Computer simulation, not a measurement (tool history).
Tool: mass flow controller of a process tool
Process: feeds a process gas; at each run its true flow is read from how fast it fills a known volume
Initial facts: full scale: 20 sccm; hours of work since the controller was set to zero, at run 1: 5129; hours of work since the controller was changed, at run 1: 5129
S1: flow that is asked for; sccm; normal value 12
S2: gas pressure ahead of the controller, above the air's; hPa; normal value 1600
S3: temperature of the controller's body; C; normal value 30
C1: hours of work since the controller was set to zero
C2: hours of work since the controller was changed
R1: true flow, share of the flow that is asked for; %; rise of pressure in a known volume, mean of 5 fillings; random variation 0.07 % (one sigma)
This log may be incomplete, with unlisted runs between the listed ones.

Run 1, day 0.000: usual settings; C1 5129; C2 5129. Result: R1 98.59 %.
Run 2, day 15.846: usual settings; C1 5400; C2 5400. Result: R1 98.61 %.
Run 3, day 28.733: usual settings; C1 5621; C2 5621. Result: R1 98.43 %.
Run 4, day 48.567: usual settings; C1 5960; C2 5960. Result: R1 98.35 %.
Run 5, day 61.833: usual settings; C1 6187; C2 6187. Result: R1 98.26 %.
At day 75.579: controller exchanged for a calibrated one.
Run 6, day 81.096: usual settings; C1 94; C2 94. Result: R1 98.31 %.
Run 7, day 98.004: usual settings but S3 23 C; C1 384; C2 384. Result: R1 98.77 %.
Run 8, day 108.167: usual settings; C1 557; C2 557. Result: R1 98.04 %.
Run 9, day 118.912: usual settings; C1 741; C2 741. Result: R1 98.08 %.
Run 10, day 135.225: usual settings but S3 36 C; C1 1020; C2 1020. Result: R1 97.72 %.
Run 11, day 152.025: usual settings but S3 23 C; C1 1307; C2 1307. Result: R1 98.56 %.
Run 12, day 173.625: usual settings but S3 23 C; C1 1677; C2 1677. Result: R1 98.37 %.
Run 13, day 190.567: usual settings but S3 23 C; C1 1967; C2 1967. Result: R1 98.28 %.
Run 14, day 202.767: usual settings but S3 23 C; C1 2175; C2 2175. Result: R1 98.34 %.
Run 15, day 222.671: usual settings but S2 2460 hPa; C1 2516; C2 2516. Result: R1 98.34 %.
Run 16, day 241.033: usual settings but S2 2460 hPa; C1 2830; C2 2830. Result: R1 98.31 %.
Run 17, day 254.767: usual settings but S3 39 C; C1 3065; C2 3065. Result: R1 97.04 %.
Run 18, day 274.467: usual settings but S3 39 C; C1 3402; C2 3402. Result: R1 96.95 %.
Run 19, day 291.879: usual settings but S3 39 C; C1 3700; C2 3700. Result: R1 96.88 %.
Run 20, day 304.608: usual settings but S3 39 C; C1 3917; C2 3917. Result: R1 96.75 %.
Run 21, day 320.150: usual settings but S3 39 C; C1 4183; C2 4183. Result: R1 96.89 %.
Run 22, day 329.271: usual settings; C1 4339; C2 4339. Result: R1 97.33 %.
Run 23, day 339.117: usual settings but S2 2690 hPa; C1 4507; C2 4507. Result: R1 97.97 %.
Run 24, day 360.008: usual settings but S2 2690 hPa; C1 4865; C2 4865. Result: R1 98.03 %.
Run 25, day 379.429: usual settings but S2 2690 hPa; C1 5197; C2 5197. Result: R1 97.94 %.
Run 26, day 389.871: usual settings but S2 2390 hPa, S3 20 C; C1 5375; C2 5375. Result: R1 98.32 %.
Run 27, day 401.854: usual settings but S2 2660 hPa; C1 5580; C2 5580. Result: R1 97.81 %.
Run 28, day 413.825: usual settings but S1 2 sccm, S2 1810 hPa, S3 27 C; C1 5785; C2 5785. Result: R1 96.29 %.
Run 29, day 427.021: usual settings but S1 14 sccm, S2 1660 hPa, S3 36 C; C1 6011; C2 6011. Result: R1 96.81 %.
Run 30, day 436.479: usual settings but S1 8 sccm, S2 1660 hPa, S3 32 C; C1 6173; C2 6173. Result: R1 96.38 %.
Run 31, day 448.475: usual settings but S1 8 sccm, S2 2540 hPa, S3 34 C; C1 6378; C2 6378. Result: R1 96.83 %.
At day 449.783: controller exchanged for a calibrated one.
Run 32, day 466.275: usual settings but S1 19 sccm, S2 2060 hPa, S3 22 C; C1 282; C2 282. Result: R1 98.59 %.

Run 33, settings as shown, results not yet in. Your forecast:
Run 33, day 482.233: usual settings but S1 19 sccm, S2 2060 hPa, S3 22 C; C1 555; C2 555. Result: R1 ?.

R1: 98.30 %
Without the tool's hidden state the same run would have given R1 100.08 %.
